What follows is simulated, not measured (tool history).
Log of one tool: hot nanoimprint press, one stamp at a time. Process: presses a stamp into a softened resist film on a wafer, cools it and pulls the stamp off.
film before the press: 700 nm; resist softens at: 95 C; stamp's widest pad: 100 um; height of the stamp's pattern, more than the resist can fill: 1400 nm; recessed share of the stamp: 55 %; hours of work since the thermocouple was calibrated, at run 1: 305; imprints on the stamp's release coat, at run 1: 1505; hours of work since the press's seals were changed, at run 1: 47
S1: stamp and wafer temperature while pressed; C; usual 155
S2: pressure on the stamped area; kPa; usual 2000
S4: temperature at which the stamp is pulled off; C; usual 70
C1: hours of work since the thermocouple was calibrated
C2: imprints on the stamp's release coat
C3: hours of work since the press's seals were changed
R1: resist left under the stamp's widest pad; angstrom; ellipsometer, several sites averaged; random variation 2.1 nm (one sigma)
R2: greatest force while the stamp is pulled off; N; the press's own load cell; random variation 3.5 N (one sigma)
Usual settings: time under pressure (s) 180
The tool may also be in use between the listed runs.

run 1 day=0 | S1=155 S2=2000 time_under_pressure_(s)=180 S4=70 | C1=305 C2=1505 C3=47 | R1=3722 R2=291
-- day=1.167 plate thermocouple calibrated
run 2 day=2.071 | S1=155 S2=2000 time_under_pressure_(s)=180 S4=70 | C1=10 C2=1639 C3=69 | R1=3681 R2=303
run 3 day=4.242 | S1=155 S2=2000 time_under_pressure_(s)=180 S4=68 | C1=36 C2=1788 C3=95 | R1=3645 R2=309
run 4 day=7.442 | S1=155 S2=2350 time_under_pressure_(s)=180 S4=68 | C1=72 C2=2007 C3=132 | R1=3387 R2=344
run 5 day=8.825 | S1=155 S2=2000 time_under_pressure_(s)=180 S4=70 | C1=88 C2=2102 C3=148 | R1=3631 R2=331
run 6 day=10.867 | S1=155 S2=2000 time_under_pressure_(s)=180 S4=70 | C1=112 C2=2242 C3=171 | R1=3601 R2=364
-- day=12.392 stamp cleaned and given a new release coat
run 7 day=13.154 | S1=155 S2=2000 time_under_pressure_(s)=180 S4=70 | C1=136 C2=52 C3=195 | R1=3596 R2=169
run 8 day=16.058 | S1=155 S2=2000 time_under_pressure_(s)=180 S4=70 | C1=169 C2=251 C3=228 | R1=3625 R2=186
run 9 day=19.392 | S1=155 S2=2000 time_under_pressure_(s)=180 S4=70 | C1=208 C2=480 C3=267 | R1=3590 R2=199
-- day=20.658 plate thermocouple calibrated, once more
run 10 day=21.454 | S1=155 S2=2000 time_under_pressure_(s)=180 S4=70 | C1=9 C2=613 C3=289 | R1=3854 R2=216
run 11 day=23.079 | S1=149 S2=2000 time_under_pressure_(s)=180 S4=70 | C1=28 C2=724 C3=308 | R1=4596 R2=218
run 12 day=26.296 | S1=149 S2=2000 time_under_pressure_(s)=180 S4=70 | C1=65 C2=945 C3=345 | R1=4608 R2=241
run 13 day=28.804 | S1=155 S2=2000 time_under_pressure_(s)=180 S4=75 | C1=94 C2=1117 C3=374 | R1=3840 R2=247
run 14 day=30.917 | S1=155 S2=2000 time_under_pressure_(s)=180 S4=70 | C1=118 C2=1262 C3=398 | R1=3808 R2=276
run 15 day=32.762 | S1=155 S2=2000 time_under_pressure_(s)=180 S4=78 | C1=140 C2=1388 C3=420 | R1=3804 R2=251
run 16 day=34.696 | S1=155 S2=2000 time_under_pressure_(s)=180 S4=78 | C1=162 C2=1521 C3=442 | R1=3846 R2=273
run 17 day=37.617 | S1=145 S2=2000 time_under_pressure_(s)=180 S4=61 | C1=196 C2=1721 C3=476 | R1=5107 R2=351
run 18 day=40.096 | S1=145 S2=2000 time_under_pressure_(s)=180 S4=61 | C1=224 C2=1891 C3=504 | R1=5096 R2=349
run 19 day=42.204 | S1=150 S2=1460 time_under_pressure_(s)=180 S4=55 | C1=249 C2=2035 C3=529 | R1=4869 R2=398
run 20 day=43.929 | S1=143 S2=2700 time_under_pressure_(s)=172 S4=71 | C1=269 C2=2154 C3=549 | R1=4957 R2=345
-- day=46.662 stamp cleaned and given a new release coat
run 21 day=46.733 | S1=143 S2=1250 time_under_pressure_(s)=172 S4=59 | C1=298 C2=5 C3=578 | R1=5878 R2=195
-- day=48.483 plate thermocouple calibrated
run 22 day=48.875 | S1=143 S2=1250 time_under_pressure_(s)=172 S4=59 | C1=5 C2=143 C3=601 | R1=6024 R2=199
-- day=49.662 press's hydraulic seals changed and the load cell set to zero
run 23 day=50.867 | S1=166 S2=1550 time_under_pressure_(s)=180 S4=64 | C1=24 C2=257 C3=14 | R1=3058 R2=193
run 24 day=53.442 | S1=166 S2=1550 time_under_pressure_(s)=111 S4=64 | C1=53 C2=433 C3=44 | R1=3605 R2=217
run 25 day=56.642 | S1=155 S2=1580 time_under_pressure_(s)=141 S4=70 | C1=90 C2=652 C3=81 | R1=4458 R2=215
run 26 day=59.496 | S1=158 S2=1580 time_under_pressure_(s)=304 S4=60 | C1=123 C2=848 C3=114 | R1=3172 R2=266
run 27 day=61.846 | S1=155 S2=2000 time_under_pressure_(s)=180 S4=77 | C1=150 C2=1009 C3=141 | R1=3756 R2=229
run 28 day=63.229 | S1=155 S2=2000 time_under_pressure_(s)=180 S4=77 | C1=166 C2=1104 C3=157 | R1=3730 R2=232
run 29 day=66.45 | S1=152 S2=1700 time_under_pressure_(s)=184 S4=71 | C1=204 C2=1325 C3=194 | R1=4337 R2=274

Forecast each of these 5 alternatives for the next run:
run A day=68.846 | S1=145 S2=1860 time_under_pressure_(s)=267 S4=70 | C1=231 C2=1489 C3=222 | R1=? R2=?
run B day=68.846 | S1=149 S2=2000 time_under_pressure_(s)=180 S4=59 | C1=231 C2=1489 C3=222 | R1=? R2=?
run C day=68.846 | S1=155 S2=2000 time_under_pressure_(s)=182 S4=70 | C1=231 C2=1489 C3=222 | R1=? R2=?
run D day=68.846 | S1=152 S2=1700 time_under_pressure_(s)=182 S4=71 | C1=231 C2=1489 C3=222 | R1=? R2=?
run E day=68.846 | S1=167 S2=2000 time_under_pressure_(s)=180 S4=70 | C1=231 C2=1489 C3=222 | R1=? R2=?

run=A R1=4673 R2=287
run=B R1=4446 R2=327
run=C R1=3702 R2=294
run=D R1=4341 R2=277
run=E R1=2572 R2=289
Without the tool's hidden state the same runs would have given:
run=A R1=4802 R2=171
run=B R1=4564 R2=194
run=C R1=3807 R2=175
run=D R1=4456 R2=165
run=E R1=2640 R2=172

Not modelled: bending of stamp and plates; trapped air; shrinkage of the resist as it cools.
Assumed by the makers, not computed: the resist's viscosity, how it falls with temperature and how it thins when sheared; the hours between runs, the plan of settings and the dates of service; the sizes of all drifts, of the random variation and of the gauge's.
